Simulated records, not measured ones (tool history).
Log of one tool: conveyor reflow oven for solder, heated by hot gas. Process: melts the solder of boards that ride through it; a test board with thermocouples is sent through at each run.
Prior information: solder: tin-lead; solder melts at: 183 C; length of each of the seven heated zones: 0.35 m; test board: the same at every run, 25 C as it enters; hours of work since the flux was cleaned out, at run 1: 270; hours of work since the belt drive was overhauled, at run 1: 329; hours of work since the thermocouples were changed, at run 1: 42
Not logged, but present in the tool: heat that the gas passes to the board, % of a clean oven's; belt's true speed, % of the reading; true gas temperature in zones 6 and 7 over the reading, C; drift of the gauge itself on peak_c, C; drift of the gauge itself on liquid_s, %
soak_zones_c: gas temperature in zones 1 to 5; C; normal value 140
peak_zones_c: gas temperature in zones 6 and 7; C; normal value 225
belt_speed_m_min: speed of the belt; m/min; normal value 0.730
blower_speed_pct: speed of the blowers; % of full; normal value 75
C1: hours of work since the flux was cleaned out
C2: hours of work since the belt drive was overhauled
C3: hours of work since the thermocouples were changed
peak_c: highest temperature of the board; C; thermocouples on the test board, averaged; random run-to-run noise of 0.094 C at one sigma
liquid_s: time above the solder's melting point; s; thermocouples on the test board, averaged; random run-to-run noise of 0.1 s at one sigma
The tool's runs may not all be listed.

Run 1, hour 0.0: usual settings; C1 270; C2 329; C3 42. Result: peak_c 205.43 C, liquid_s 34.3 s.
Run 2, hour 4.7: usual settings but peak_zones_c 237 C; C1 273; C2 332; C3 45. Result: peak_c 214.93 C, liquid_s 41.6 s.
Run 3, hour 14.5: usual settings but soak_zones_c 145 C, peak_zones_c 237 C; C1 280; C2 338; C3 51. Result: peak_c 215.96 C, liquid_s 43.7 s.
Run 4, hour 23.1: usual settings but soak_zones_c 145 C, peak_zones_c 237 C; C1 285; C2 344; C3 57. Result: peak_c 215.99 C, liquid_s 43.8 s.
Run 5, hour 29.8: usual settings but soak_zones_c 145 C, peak_zones_c 237 C; C1 290; C2 348; C3 61. Result: peak_c 216.06 C, liquid_s 43.8 s.
Run 6, hour 39.8: usual settings but soak_zones_c 145 C, peak_zones_c 237 C, blower_speed_pct 78 % of full; C1 296; C2 355; C3 68. Result: peak_c 216.58 C, liquid_s 44.2 s.
Run 7, hour 47.2: usual settings but soak_zones_c 145 C, peak_zones_c 237 C, blower_speed_pct 78 % of full; C1 301; C2 360; C3 73. Result: peak_c 216.60 C, liquid_s 44.0 s.
Run 8, hour 58.8: usual settings but soak_zones_c 145 C, peak_zones_c 237 C, blower_speed_pct 78 % of full; C1 309; C2 368; C3 81. Result: peak_c 216.49 C, liquid_s 43.9 s.
Run 9, hour 64.2: usual settings but soak_zones_c 145 C, peak_zones_c 237 C, blower_speed_pct 78 % of full; C1 313; C2 371; C3 84. Result: peak_c 216.41 C, liquid_s 44.0 s.
At hour 69.9: flux residue cleaned out of gas plates and filters.
Run 10, hour 76.9: usual settings but peak_zones_c 224 C; C1 5; C2 376; C3 89. Result: peak_c 203.71 C, liquid_s 32.6 s.
Run 11, hour 87.4: usual settings but peak_zones_c 224 C; C1 12; C2 383; C3 96. Result: peak_c 203.59 C, liquid_s 32.8 s.
Run 12, hour 93.5: usual settings but peak_zones_c 224 C; C1 16; C2 387; C3 100. Result: peak_c 203.58 C, liquid_s 32.6 s.
Run 13, hour 103.4: usual settings but soak_zones_c 132 C, peak_zones_c 224 C; C1 22; C2 394; C3 107. Result: peak_c 201.67 C, liquid_s 28.5 s.
Run 14, hour 112.4: usual settings but soak_zones_c 138 C, belt_speed_m_min 0.860 m/min; C1 28; C2 400; C3 113. Result: peak_c 197.60 C, liquid_s 20.4 s.
Run 15, hour 118.1: usual settings but soak_zones_c 138 C, peak_zones_c 219 C, belt_speed_m_min 0.602 m/min; C1 32; C2 404; C3 117. Result: peak_c 204.69 C, liquid_s 42.3 s.
At hour 128.9: flux residue cleaned out of gas plates and filters, once more.
Run 16, hour 134.1: usual settings but soak_zones_c 138 C, peak_zones_c 219 C, belt_speed_m_min 0.602 m/min; C1 3; C2 411; C3 124. Result: peak_c 207.56 C, liquid_s 45.9 s.
Run 17, hour 145.3: usual settings but peak_zones_c 231 C, blower_speed_pct 86 % of full; C1 11; C2 418; C3 131. Result: peak_c 214.66 C, liquid_s 42.4 s.
Run 18, hour 151.5: usual settings but belt_speed_m_min 0.828 m/min, blower_speed_pct 73 % of full; C1 15; C2 422; C3 135. Result: peak_c 202.84 C, liquid_s 27.9 s.
Run 19, hour 157.5: usual settings but soak_zones_c 146 C, belt_speed_m_min 0.600 m/min; C1 19; C2 426; C3 139. Result: peak_c 214.05 C, liquid_s 54.2 s.
Run 20, hour 164.4: usual settings but soak_zones_c 146 C, belt_speed_m_min 0.600 m/min; C1 23; C2 431; C3 144. Result: peak_c 213.85 C, liquid_s 53.8 s.
Run 21, hour 171.5: usual settings but soak_zones_c 146 C, belt_speed_m_min 0.600 m/min; C1 28; C2 436; C3 149. Result: peak_c 214.01 C, liquid_s 53.9 s.
Run 22, hour 182.6: usual settings but soak_zones_c 146 C, belt_speed_m_min 0.697 m/min; C1 36; C2 443; C3 156. Result: peak_c 210.26 C, liquid_s 42.9 s.
Run 23, hour 191.6: usual settings but soak_zones_c 146 C, belt_speed_m_min 0.829 m/min, blower_speed_pct 55 % of full; C1 42; C2 449; C3 162. Result: peak_c 199.57 C, liquid_s 25.2 s.
Run 24, hour 202.2: usual settings but peak_zones_c 222 C, blower_speed_pct 69 % of full; C1 48; C2 456; C3 169. Result: peak_c 203.66 C, liquid_s 33.1 s.
Run 25, hour 207.8: usual settings but peak_zones_c 222 C, blower_speed_pct 69 % of full; C1 52; C2 460; C3 173. Result: peak_c 203.48 C, liquid_s 33.1 s.

Each row is a separate what-if for the run after 25, all from the same tool condition, not one after another. Results?
Run A, hour 213.0: usual settings but soak_zones_c 148 C, peak_zones_c 235 C; C1 56; C2 463; C3 176. Result: peak_c ?, liquid_s ?.
Run B, hour 213.0: usual settings but peak_zones_c 235 C; C1 56; C2 463; C3 176. Result: peak_c ?, liquid_s ?.
Run C, hour 213.0: usual settings but peak_zones_c 222 C, blower_speed_pct 53 % of full; C1 56; C2 463; C3 176. Result: peak_c ?, liquid_s ?.

run  peak_c  liquid_s
  A  217.44      45.7
  B  215.59      42.1
  C  199.70      28.3
The same runs, with their run-to-run variation unchanged, on a tool lacking any hidden condition would have given:
run  peak_c  liquid_s
  A  217.43      45.5
  B  215.61      42.0
  C  199.63      28.1

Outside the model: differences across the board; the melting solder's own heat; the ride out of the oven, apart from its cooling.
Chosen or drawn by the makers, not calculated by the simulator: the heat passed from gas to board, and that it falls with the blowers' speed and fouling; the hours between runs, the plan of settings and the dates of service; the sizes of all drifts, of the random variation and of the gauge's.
